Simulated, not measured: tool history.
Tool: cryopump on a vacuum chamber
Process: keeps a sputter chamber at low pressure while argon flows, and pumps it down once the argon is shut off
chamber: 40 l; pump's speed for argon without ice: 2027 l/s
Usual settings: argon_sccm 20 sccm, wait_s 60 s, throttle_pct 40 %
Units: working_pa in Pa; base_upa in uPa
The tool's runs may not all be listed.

run,day,argon_sccm,wait_s,throttle_pct,working_pa,base_upa
1,0.000,20,60,40,0.0427,1.36
2,1.804,20,60,40,0.0431,1.42
3,4.658,20,60,40,0.0432,1.43
4,7.621,20,289,40,0.0433,0.55
5,10.000,20,289,40,0.0434,0.52
6,11.542,20,60,40,0.0442,1.49
7,14.571,20,60,40,0.0441,1.48
8,16.571,20,60,40,0.0442,1.46
9,18.533,20,60,40,0.0441,1.51
10,20.904,20,60,40,0.0444,1.53
11,23.321,20,60,40,0.0447,1.50
12,25.817,20,60,40,0.0448,1.52
13,28.658,20,60,40,0.0450,1.59
14,30.758,20,60,40,0.0448,1.54
15,32.538,13,60,48,0.0240,1.57
16,34.038,10,52,40,0.0228,1.75
17,37.567,16,288,21,0.0637,0.64
18,40.471,18,156,15,0.1011,0.81
19,42.288,36,53,59,0.0515,1.69
20,44.250,36,53,59,0.0519,1.71
21,46.442,36,53,59,0.0522,1.72
22,49.579,20,55,40,0.0421,1.68
23,53.038,20,94,27,0.0630,1.18
24,56.121,33,26,32,0.0878,3.13
25,59.088,20,157,54,0.0326,0.90
26,61.471,20,157,54,0.0326,0.95
27,63.017,37,22,54,0.0596,3.25

Taken out of this log: 2 entries between the listed runs. Where each belongs, and how the hidden state differs across it:
Between runs 16 and 17: pump warmed up, emptied and cooled again (day 37.508)
  pump's speed, % of a pump's without ice: 82.7 -> 99.9; cold plate's temperature, K: 12.38 -> 12.4; leak into the chamber, uPa l/s: 751 -> 770
  measured less the result without the state, working_pa: +0.0019 -> +0.0001 Pa; base_upa: +0.30 -> +0.24 uPa
Between runs 26 and 27: leaking fittings of the chamber tightened, without venting (day 61.817)
  pump's speed, % of a pump's without ice: 92.6 -> 92.1; cold plate's temperature, K: 12.56 -> 12.57; leak into the chamber, uPa l/s: 911 -> 346
  measured less the result without the state, working_pa: +0.0015 -> +0.0030 Pa; base_upa: +0.34 -> +0.04 uPa

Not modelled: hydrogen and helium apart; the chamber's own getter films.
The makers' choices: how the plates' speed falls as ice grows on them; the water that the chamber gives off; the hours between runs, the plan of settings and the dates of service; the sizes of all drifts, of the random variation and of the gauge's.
